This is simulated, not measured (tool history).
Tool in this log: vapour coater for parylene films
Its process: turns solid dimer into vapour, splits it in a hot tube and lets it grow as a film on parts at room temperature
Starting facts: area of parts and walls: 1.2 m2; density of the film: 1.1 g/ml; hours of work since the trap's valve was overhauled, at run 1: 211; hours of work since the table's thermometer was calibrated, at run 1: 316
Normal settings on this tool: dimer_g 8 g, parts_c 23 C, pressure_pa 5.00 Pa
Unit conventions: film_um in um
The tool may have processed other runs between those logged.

run	hour	dimer_g	parts_c	pressure_pa	hours of work since the trap's valve was overhauled	hours of work since the table's thermometer was calibrated	film_um
1	0.0	8	23	5.00	211	316	3.87
2	16.7	8	16	5.00	219	323	5.41
# hour 35.5: trap's valve overhauled
3	49.7	8	16	5.00	6	336	5.41
4	78.5	8	16	5.00	19	349	5.42
5	108.3	8	16	5.00	32	362	5.44
6	129.6	8	16	5.00	42	372	5.38
7	158.6	14	23	5.00	55	385	6.81
8	172.5	8	31	5.00	61	391	2.68
9	200.4	8	31	5.00	74	403	2.68
10	223.7	8	23	5.00	84	414	3.90
11	238.8	5	18	5.08	91	420	3.10
12	255.3	5	18	5.08	98	428	3.07
13	284.1	5	18	5.08	111	441	3.08
14	302.9	5	18	5.08	119	449	3.08
15	317.3	9	23	4.38	126	455	4.48
16	344.7	5	28	9.35	138	468	1.75
17	361.4	9	23	3.39	145	475	4.69
18	378.5	5	27	5.00	153	483	2.04
19	396.2	8	17	8.54	161	491	4.75
20	417.6	4	33	9.04	170	500	1.12

Here are 3 independent what-if runs from the current tool condition. What would each one return?
A	441.4	8	28	10.52	181	511	?
B	441.4	4	17	5.30	181	511	?
C	441.4	8	19	10.69	181	511	?

run	film_um
A	2.76
B	2.56
C	4.19
With no hidden state in the tool, these same runs would have given:
run	film_um
A	2.73
B	2.53
C	4.15
